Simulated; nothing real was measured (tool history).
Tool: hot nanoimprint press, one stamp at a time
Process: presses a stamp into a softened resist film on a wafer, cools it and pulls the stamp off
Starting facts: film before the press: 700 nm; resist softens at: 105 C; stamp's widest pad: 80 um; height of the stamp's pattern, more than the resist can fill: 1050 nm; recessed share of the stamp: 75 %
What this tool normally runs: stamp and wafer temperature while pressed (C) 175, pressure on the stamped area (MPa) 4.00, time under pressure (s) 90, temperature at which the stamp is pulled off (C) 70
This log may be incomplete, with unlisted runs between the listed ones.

run	hour	stamp and wafer temperature while pressed (C)	pressure on the stamped area (MPa)	time under pressure (s)	temperature at which the stamp is pulled off (C)	resist left under the stamp's widest pad (angstrom)	greatest force while the stamp is pulled off (N)
1	0.0	175	4.00	90	70	4521	284
2	10.0	175	4.00	90	70	4515	303
3	19.9	175	4.00	90	70	4523	299
4	29.8	175	2.80	90	70	5238	302
5	38.4	175	2.80	90	70	5235	307
6	47.1	175	2.80	90	70	5222	307
7	51.9	175	4.18	90	70	4435	293
8	59.8	175	4.18	90	70	4473	313
9	68.9	175	4.18	90	70	4442	305
10	75.5	175	4.18	90	70	4463	319
11	86.1	175	4.18	90	70	4471	318
# hour 98.4: stamp cleaned and given a new release coat
12	101.2	174	4.00	90	70	4676	237
13	107.6	182	2.77	90	70	4177	247
14	113.8	171	5.08	61	76	5186	207
15	121.6	171	5.08	61	76	5215	213
16	130.9	171	5.08	71	71	5016	250
17	139.8	179	3.24	98	66	4260	274

Run 18 has not been measured yet. What should we expect?
18	144.4	179	3.24	98	66	?	?

Logged for run 18: resist left under the stamp's widest pad (angstrom) 4262, greatest force while the stamp is pulled off (N) 280.
With the hidden condition absent and the run-to-run variation left alone, this run would have shown resist left under the stamp's widest pad (angstrom) 3911, greatest force while the stamp is pulled off (N) 252.

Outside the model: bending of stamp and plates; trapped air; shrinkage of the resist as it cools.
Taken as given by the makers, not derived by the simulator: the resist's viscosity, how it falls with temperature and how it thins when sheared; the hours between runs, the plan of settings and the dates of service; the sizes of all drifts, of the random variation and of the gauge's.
